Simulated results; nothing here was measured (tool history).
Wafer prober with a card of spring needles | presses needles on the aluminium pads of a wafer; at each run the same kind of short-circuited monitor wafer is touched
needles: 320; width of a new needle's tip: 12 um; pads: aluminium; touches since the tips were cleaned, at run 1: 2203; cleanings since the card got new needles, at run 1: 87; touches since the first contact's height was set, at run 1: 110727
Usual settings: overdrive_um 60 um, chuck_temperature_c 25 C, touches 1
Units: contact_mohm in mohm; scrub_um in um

run	day	overdrive_um	chuck_temperature_c	touches	touches since the tips were cleaned	cleanings since the card got new needles	touches since the first contact's height was set	contact_mohm	scrub_um
1	0	60	25	1	2203	87	110727	330	11.13
# day 0.229: tips cleaned on abrasive film
# day 0.579: tips cleaned on abrasive film
# day 0.983: tips cleaned on abrasive film
2	1.246	66	25	1	3378	90	126631	368	12.1
# day 1.333: tips cleaned on abrasive film
# day 1.725: tips cleaned on abrasive film
# day 2.15: tips cleaned on abrasive film
3	2.279	65	25	1	1666	93	139829	314	11.9
# day 2.525: tips cleaned on abrasive film
# day 2.933: tips cleaned on abrasive film
4	3.158	60	25	1	2922	95	151082	392	10.93
# day 3.321: tips cleaned on abrasive film
# day 3.721: tips cleaned on abrasive film
# day 4.108: tips cleaned on abrasive film
# day 4.488: tips cleaned on abrasive film
5	4.496	60	25	1	143	99	168168	238	10.96
# day 4.908: tips cleaned on abrasive film
# day 5.262: tips cleaned on abrasive film
6	5.262	60	25	1	0	101	177920	221	10.99
# day 5.421: height of the first contact set anew
# day 5.662: tips cleaned on abrasive film
7	5.896	60	25	1	3012	102	6062	368	11.35
# day 6.071: tips cleaned on abrasive film
# day 6.488: tips cleaned on abrasive film
# day 6.917: tips cleaned on abrasive film
8	7.05	60	25	1	1749	105	20840	329	11.5
# day 7.292: tips cleaned on abrasive film
# day 7.712: tips cleaned on abrasive film
# day 8.104: tips cleaned on abrasive film
9	8.196	60	68	1	1191	108	35475	312	11.36
# day 8.442: tips cleaned on abrasive film, once more
# day 8.862: tips cleaned on abrasive film
# day 9.283: tips cleaned on abrasive film
10	9.525	60	25	1	3138	111	52483	380	11.35
# day 9.7: tips cleaned on abrasive film
# day 10.117: tips cleaned on abrasive film
11	10.196	60	58	1	983	113	60999	298	11.18
# day 10.529: tips cleaned on abrasive film
# day 10.938: tips cleaned on abrasive film
12	11.129	60	58	1	2479	115	72980	358	11.27
# day 11.308: tips cleaned on abrasive film
# day 11.721: tips cleaned on abrasive film
13	12	60	25	1	3623	117	84106	396	11.16
# day 12.092: tips cleaned on abrasive film
# day 12.504: tips cleaned on abrasive film
14	12.629	60	26	1	1630	119	92155	342	11.17
# day 12.888: tips cleaned on abrasive film
# day 13.271: tips cleaned on abrasive film
15	13.325	60	26	1	680	121	101003	270	11.23
# day 13.65: tips cleaned on abrasive film
# day 14.017: tips cleaned on abrasive film
16	14.325	42	113	1	4005	123	113831	590	7.84
# day 14.404: tips cleaned on abrasive film
# day 14.762: tips cleaned on abrasive film
# day 15.2: tips cleaned on abrasive film
# day 15.6: tips cleaned on abrasive film
17	15.696	42	113	1	1214	127	131285	436	7.76
# day 15.958: tips cleaned on abrasive film
# day 16.35: tips cleaned on abrasive film
18	16.608	42	113	1	3334	129	142974	576	7.64
# day 16.779: tips cleaned on abrasive film
# day 17.188: tips cleaned on abrasive film
19	17.25	42	113	1	794	131	151149	367	7.63
# day 17.596: tips cleaned on abrasive film
# day 17.958: tips cleaned on abrasive film
20	18.021	42	113	1	798	133	161012	404	7.61
# day 18.354: tips cleaned on abrasive film
# day 18.762: tips cleaned on abrasive film
# day 19.125: tips cleaned on abrasive film
21	19.183	75	26	2	781	136	175888	235	13.91
# day 19.533: tips cleaned on abrasive film
# day 19.546: height of the first contact set anew
# day 19.938: tips cleaned on abrasive film
22	20.138	75	27	2	2608	138	7585	265	14.3
# day 20.317: tips cleaned on abrasive film
# day 20.729: tips cleaned on abrasive film
# day 21.108: tips cleaned on abrasive film
23	21.225	75	86	2	1496	141	21454	263	14.2
# day 21.483: tips cleaned on abrasive film
# day 21.892: tips cleaned on abrasive film
24	21.954	48	86	2	788	143	30766	286	9.15
# day 22.283: tips cleaned on abrasive film
# day 22.692: tips cleaned on abrasive film
25	22.721	59	96	1	401	145	40566	275	11.25
# day 23.071: tips cleaned on abrasive film
# day 23.488: tips cleaned on abrasive film
# day 23.883: tips cleaned on abrasive film
26	24.012	59	117	1	1665	148	57099	342	11.04
# day 24.279: tips cleaned on abrasive film
# day 24.704: tips cleaned on abrasive film
27	24.729	55	67	1	309	150	66234	280	10.37
# day 25.083: tips cleaned on abrasive film
# day 25.521: tips cleaned on abrasive film
28	25.796	55	67	1	3580	152	79914	450	10.21

4 ways to go on from here, each from the tool as it stands after run 28. What would each give?
# day 25.888: tips cleaned on abrasive film
# day 26.325: tips cleaned on abrasive film
A	26.421	51	67	1	1241	154	87867	?	?
# day 25.888: tips cleaned on abrasive film
# day 26.325: tips cleaned on abrasive film
B	26.421	76	67	2	1241	154	87867	?	?
# day 25.888: tips cleaned on abrasive film
# day 26.325: tips cleaned on abrasive film
C	26.421	57	67	1	1241	154	87867	?	?
# day 25.888: tips cleaned on abrasive film
# day 26.325: tips cleaned on abrasive film
D	26.421	63	59	3	1241	154	87867	?	?

run	contact_mohm	scrub_um
A	360	9.49
B	252	14.26
C	332	10.69
D	246	11.81
Without the tool's hidden state the same runs would have given:
run	contact_mohm	scrub_um
A	216	9.72
B	208	14.48
C	214	10.92
D	206	12.03
